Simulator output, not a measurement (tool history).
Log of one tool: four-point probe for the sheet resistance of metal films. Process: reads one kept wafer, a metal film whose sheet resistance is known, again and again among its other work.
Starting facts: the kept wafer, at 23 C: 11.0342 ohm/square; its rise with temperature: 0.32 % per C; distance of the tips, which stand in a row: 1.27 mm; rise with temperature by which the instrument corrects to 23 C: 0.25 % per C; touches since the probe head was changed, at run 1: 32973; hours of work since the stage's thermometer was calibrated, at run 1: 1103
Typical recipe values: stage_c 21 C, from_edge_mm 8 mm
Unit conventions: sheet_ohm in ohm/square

run	hour	stage_c	from_edge_mm	touches since the probe head was changed	hours of work since the stage's thermometer was calibrated	sheet_ohm
1	0.0	21	8	32973	1103	11.186719
2	37.5	21	8	34181	1122	11.187463
3	121.6	21	8	36894	1164	11.193892
4	209.5	21	8	39730	1207	11.184568
5	287.6	21	8	42249	1246	11.191571
6	326.9	21	8	43513	1265	11.195927
7	367.4	21	8	44822	1285	11.192031
8	423.6	21	5	46633	1313	11.413889
9	481.1	22	5	48489	1342	11.423305
10	564.4	21	8	51174	1383	11.197004
11	622.1	21	8	53036	1411	11.197265
# hour 668.4: stage's thermometer calibrated
12	694.8	21	8	55364	13	11.201008
13	778.5	21	11	58063	55	11.132696
# hour 800.3: stage's thermometer calibrated, once more
14	846.2	21	8	60230	23	11.180691
15	890.0	21	8	61642	44	11.186017
16	933.6	21	8	63046	66	11.187243
17	1015.7	21	8	65694	107	11.186609
18	1078.7	21	8	67726	138	11.186267
19	1116.9	21	8	68961	157	11.187663
20	1185.2	21	8	71162	191	11.187244
21	1264.5	21	8	73719	230	11.191872
22	1351.2	21	8	76516	273	11.193608
23	1429.7	21	8	79048	312	11.194029
24	1479.6	33	34	80656	336	11.142063
25	1539.8	33	34	82597	366	11.141313
26	1628.1	19	42	85444	410	11.034965
27	1712.0	19	4	88149	452	11.601080
28	1768.5	29	6	89971	480	11.366160
29	1814.4	35	17	91452	502	11.185896
30	1878.6	27	15	93523	534	11.140924
31	1961.2	19	69	96188	575	11.036316
32	2008.0	19	69	97697	598	11.038832
33	2058.9	19	69	99337	623	11.037137
34	2107.0	30	34	100887	647	11.126087
35	2160.3	30	34	102606	674	11.130626
36	2198.4	26	45	103835	692	11.096194
37	2275.2	34	3	106312	731	12.126321
38	2329.2	34	3	108055	757	12.126997
39	2386.9	27	4	109914	786	11.668138
40	2464.5	27	6	112416	824	11.361909
41	2517.5	25	29	114125	851	11.102494

Estimate the outcome of run 42 from the log above:
42	2606.5	25	29	116996	895	?

sheet_ohm: 11.099992 ohm/square
Without the tool's hidden state the same run would have given sheet_ohm 11.059143 ohm/square.
